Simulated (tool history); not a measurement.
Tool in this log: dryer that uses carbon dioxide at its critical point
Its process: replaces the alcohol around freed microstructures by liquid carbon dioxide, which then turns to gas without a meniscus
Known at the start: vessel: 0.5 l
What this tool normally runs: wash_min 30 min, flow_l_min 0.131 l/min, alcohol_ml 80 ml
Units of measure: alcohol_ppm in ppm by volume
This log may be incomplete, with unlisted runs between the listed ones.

| run | hour | wash_min | flow_l_min | alcohol_ml | alcohol_ppm |
|---|---|---|---|---|---|
| 1 | 0 | 30 | 0.131 | 80 | 126 |
|  | 34.6 | inlet filter changed |
| 2 | 37.3 | 30 | 0.131 | 80 | 92 |
| 3 | 80.6 | 30 | 0.131 | 80 | 82 |
| 4 | 120.1 | 30 | 0.131 | 80 | 93 |
| 5 | 167.9 | 30 | 0.131 | 80 | 86 |
| 6 | 187.7 | 30 | 0.131 | 80 | 90 |
| 7 | 215.7 | 30 | 0.131 | 80 | 91 |
| 8 | 245.6 | 30 | 0.11 | 80 | 254 |
| 9 | 280.5 | 30 | 0.11 | 80 | 254 |
| 10 | 310.8 | 30 | 0.11 | 80 | 263 |
| 11 | 338.8 | 30 | 0.11 | 80 | 267 |
| 12 | 368.1 | 30 | 0.131 | 80 | 102 |
| 13 | 413.9 | 30 | 0.131 | 80 | 106 |
| 14 | 445 | 30 | 0.113 | 80 | 234 |
| 15 | 474.7 | 30 | 0.113 | 80 | 253 |
| 16 | 501.8 | 30 | 0.113 | 80 | 239 |
| 17 | 544.1 | 30 | 0.131 | 80 | 102 |
| 18 | 584.1 | 30 | 0.131 | 80 | 112 |
| 19 | 611.9 | 30 | 0.145 | 80 | 58 |
| 20 | 642.7 | 30 | 0.131 | 50 | 87 |
| 21 | 678.4 | 30 | 0.131 | 50 | 84 |
| 22 | 716.5 | 30 | 0.131 | 50 | 72 |
| 23 | 737.3 | 30 | 0.131 | 50 | 81 |
| 24 | 775.6 | 30 | 0.131 | 97 | 128 |
| 25 | 819.9 | 21 | 0.133 | 67 | 678 |
| 26 | 844.9 | 36 | 0.173 | 41 | 29 |
| 27 | 876.8 | 36 | 0.173 | 41 | 35 |
| 28 | 903.4 | 25 | 0.215 | 67 | 48 |
| 29 | 936.5 | 18 | 0.2 | 60 | 174 |
| 30 | 975 | 29 | 0.14 | 25 | 62 |
| 31 | 1004.6 | 29 | 0.14 | 25 | 63 |
| 32 | 1049 | 29 | 0.14 | 25 | 54 |
| 33 | 1085.1 | 39 | 0.221 | 80 | 33 |
| 34 | 1112.6 | 33 | 0.094 | 40 | 234 |
| 35 | 1135 | 27 | 0.131 | 80 | 224 |
| 36 | 1175.6 | 26 | 0.166 | 93 | 100 |
| 37 | 1218.7 | 30 | 0.145 | 48 | 67 |
| 38 | 1240.2 | 30 | 0.135 | 98 | 141 |
| 39 | 1265.8 | 30 | 0.135 | 98 | 130 |
| 40 | 1287.1 | 42 | 0.169 | 87 | 37 |
| 41 | 1314.7 | 42 | 0.169 | 87 | 44 |
| 42 | 1352.4 | 24 | 0.154 | 26 | 104 |
| 43 | 1396.4 | 18 | 0.131 | 80 | 1917 |
| 44 | 1428 | 18 | 0.131 | 80 | 1932 |
| 45 | 1448.4 | 18 | 0.131 | 80 | 1928 |
| 46 | 1494.8 | 20 | 0.212 | 80 | 121 |
| 47 | 1514.9 | 43 | 0.174 | 80 | 49 |

Results for each run, recomputed without the tool's hidden state and with each run's random variation untouched:
Hidden state at play: flow that reaches the vessel past the clogged filter, %; alcohol in the recycled carbon dioxide, ppm; drift of the gauge itself on alcohol_ppm, %.
| run | alcohol_ppm |
|---|---|
| 1 | 75 |
| 2 | 77 |
| 3 | 66 |
| 4 | 75 |
| 5 | 66 |
| 6 | 70 |
| 7 | 69 |
| 8 | 224 |
| 9 | 221 |
| 10 | 227 |
| 11 | 229 |
| 12 | 74 |
| 13 | 77 |
| 14 | 192 |
| 15 | 207 |
| 16 | 194 |
| 17 | 68 |
| 18 | 76 |
| 19 | 27 |
| 20 | 53 |
| 21 | 50 |
| 22 | 35 |
| 23 | 44 |
| 24 | 82 |
| 25 | 557 |
| 26 | 1 |
| 27 | 5 |
| 28 | 16 |
| 29 | 114 |
| 30 | 25 |
| 31 | 26 |
| 32 | 16 |
| 33 | 0 |
| 34 | 157 |
| 35 | 144 |
| 36 | 47 |
| 37 | 22 |
| 38 | 78 |
| 39 | 67 |
| 40 | 0 |
| 41 | 5 |
| 42 | 49 |
| 43 | 1508 |
| 44 | 1509 |
| 45 | 1505 |
| 46 | 57 |
| 47 | 6 |

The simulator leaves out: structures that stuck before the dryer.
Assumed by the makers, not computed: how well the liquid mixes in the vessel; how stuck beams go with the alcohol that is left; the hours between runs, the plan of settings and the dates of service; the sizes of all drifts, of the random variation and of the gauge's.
